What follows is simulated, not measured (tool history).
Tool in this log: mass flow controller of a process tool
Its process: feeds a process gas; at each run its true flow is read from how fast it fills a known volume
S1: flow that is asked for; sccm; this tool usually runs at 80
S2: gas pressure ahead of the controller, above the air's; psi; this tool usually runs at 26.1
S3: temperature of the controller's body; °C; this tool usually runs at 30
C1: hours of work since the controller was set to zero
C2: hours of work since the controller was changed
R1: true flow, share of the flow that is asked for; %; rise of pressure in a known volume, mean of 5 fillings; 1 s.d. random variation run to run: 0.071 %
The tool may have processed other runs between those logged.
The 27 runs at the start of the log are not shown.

run,day,S1,S2,S3,C1,C2,R1
28,127.392,18,34.4,28,2801,2801,97.05
29,133.467,18,34.4,28,2899,2899,97.07
30,139.138,18,34.4,28,2990,2990,97.11
31,144.458,24,23.2,27,3076,3076,97.72
32,149.650,58,21.2,27,3160,3160,98.04
33,153.262,91,26.1,34,3219,3219,97.48
34,158.658,21,35.2,31,3306,3306,96.39
35,162.142,80,26.7,21,3362,3362,98.45
36,165.683,80,26.7,21,3419,3419,98.42
37,171.612,80,21.3,39,3515,3515,96.89
38,174.188,41,21.2,32,3557,3557,97.23
39,180.283,41,21.2,32,3655,3655,97.00
40,182.908,41,21.2,32,3698,3698,97.15
41,187.842,25,26.1,29,3777,3777,96.88
# day 189.996: gauge calibrated
42,191.454,25,26.1,29,3836,3836,99.00
43,194.279,25,26.1,29,3881,3881,98.96
44,200.271,80,26.1,35,3978,3978,98.78
45,204.154,80,26.1,25,4041,4041,99.72
46,210.154,18,34.4,38,4138,4138,97.24
47,213.246,18,34.4,37,4188,4188,97.41
48,218.558,94,32.9,34,4274,4274,98.56

4 options for the next run, each taken on its own from the tool as it stands now. Forecast them:
A,224.758,80,27.6,30,4374,4374,?
B,224.758,32,27.7,36,4374,4374,?
C,224.758,55,33.6,25,4374,4374,?
D,224.758,17,24.5,31,4374,4374,?

run,R1
A,99.13
B,97.94
C,98.86
D,98.40
Without the tool's unlogged condition, the same runs would have read:
run,R1
A,99.52
B,98.33
C,99.25
D,98.80

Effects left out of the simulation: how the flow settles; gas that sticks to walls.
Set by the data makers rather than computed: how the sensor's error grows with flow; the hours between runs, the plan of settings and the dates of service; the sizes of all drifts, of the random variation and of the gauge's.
